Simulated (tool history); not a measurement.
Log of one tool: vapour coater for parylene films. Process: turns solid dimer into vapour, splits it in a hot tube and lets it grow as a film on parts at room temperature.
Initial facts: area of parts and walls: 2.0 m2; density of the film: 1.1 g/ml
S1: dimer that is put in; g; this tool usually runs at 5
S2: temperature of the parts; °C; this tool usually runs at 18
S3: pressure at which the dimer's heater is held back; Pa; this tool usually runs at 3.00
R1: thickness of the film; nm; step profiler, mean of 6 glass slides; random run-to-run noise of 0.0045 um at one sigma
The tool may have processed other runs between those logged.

{"run": 1, "hour": 0.0, "S1": 5, "S2": 18, "S3": 3.0, "R1": 1844}
{"run": 2, "hour": 15.5, "S1": 5, "S2": 18, "S3": 3.0, "R1": 1836}
{"hour": 36.9, "done": "trap's valve overhauled"}
{"run": 3, "hour": 37.0, "S1": 5, "S2": 18, "S3": 3.0, "R1": 1839}
{"run": 4, "hour": 54.6, "S1": 5, "S2": 18, "S3": 3.0, "R1": 1834}
{"run": 5, "hour": 70.9, "S1": 5, "S2": 18, "S3": 2.3, "R1": 1943}
{"run": 6, "hour": 83.1, "S1": 5, "S2": 18, "S3": 2.3, "R1": 1937}
{"run": 7, "hour": 93.4, "S1": 5, "S2": 18, "S3": 2.3, "R1": 1943}
{"run": 8, "hour": 109.4, "S1": 5, "S2": 18, "S3": 3.0, "R1": 1845}
{"run": 9, "hour": 126.8, "S1": 5, "S2": 18, "S3": 3.0, "R1": 1838}
{"run": 10, "hour": 142.8, "S1": 5, "S2": 13, "S3": 9.76, "R1": 1585}
{"run": 11, "hour": 160.6, "S1": 3, "S2": 16, "S3": 4.17, "R1": 1064}
{"run": 12, "hour": 176.9, "S1": 3, "S2": 16, "S3": 4.17, "R1": 1077}
{"run": 13, "hour": 189.6, "S1": 2, "S2": 22, "S3": 2.47, "R1": 709}
{"run": 14, "hour": 203.0, "S1": 2, "S2": 22, "S3": 2.47, "R1": 715}
{"run": 15, "hour": 212.4, "S1": 2, "S2": 19, "S3": 9.98, "R1": 573}
{"run": 16, "hour": 221.1, "S1": 5, "S2": 26, "S3": 3.0, "R1": 1609}
{"run": 17, "hour": 239.0, "S1": 5, "S2": 18, "S3": 3.0, "R1": 1833}

Predict each of these 3 candidate next runs independently; none follows another, all start after run 17:
{"run": "A", "hour": 250.9, "S1": 2, "S2": 10, "S3": 3.0, "R1": "?"}
{"run": "B", "hour": 250.9, "S1": 5, "S2": 18, "S3": 3.05, "R1": "?"}
{"run": "C", "hour": 250.9, "S1": 5, "S2": 18, "S3": 8.57, "R1": "?"}

run=A R1=843
run=B R1=1835
run=C R1=1489
Take away the tool's hidden state, keep each run's random variation, and the runs would have read:
run=A R1=843
run=B R1=1836
run=C R1=1490
